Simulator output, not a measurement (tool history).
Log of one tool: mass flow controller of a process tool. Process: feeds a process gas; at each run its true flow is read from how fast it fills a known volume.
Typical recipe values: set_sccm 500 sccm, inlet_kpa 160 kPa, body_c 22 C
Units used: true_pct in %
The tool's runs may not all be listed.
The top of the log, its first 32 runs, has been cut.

run,hour,set_sccm,inlet_kpa,body_c,hours of work since the controller was set to zero,hours of work since the controller was changed,true_pct
33,1936.1,177,161,29,47,1118,99.46
34,1969,125,206,29,59,1130,99.32
35,2019.5,195,243,22,78,1149,99.52
36,2080.5,973,182,22,100,1171,99.99
37,2124.2,973,182,22,116,1187,100
38,2159.9,225,202,28,129,1200,99.37
39,2210.1,225,202,28,147,1218,99.45
40,2275.1,225,202,28,171,1242,99.5
41,2330.8,109,160,22,192,1263,99.97
42,2386.1,500,262,21,212,1283,99.39
43,2451.5,717,184,37,236,1307,99.02
44,2486.6,717,184,37,249,1319,99.11
45,2526.5,717,184,37,263,1334,99.14
46,2584,717,184,37,284,1355,99.13
47,2653,142,156,32,309,1380,99.48
48,2727.1,142,156,32,336,1407,99.4
49,2786.2,500,240,38,358,1429,98.74

Here are 3 independent what-if runs from the current tool condition. What would each one return?
A,2837.1,199,189,30,377,1447,?
B,2837.1,335,159,33,377,1447,?
C,2837.1,139,240,40,377,1447,?

run,true_pct
A,99.4
B,99.12
C,98.75
What these runs would have given with no unlogged condition in the tool:
run,true_pct
A,99.41
B,99.25
C,98.65
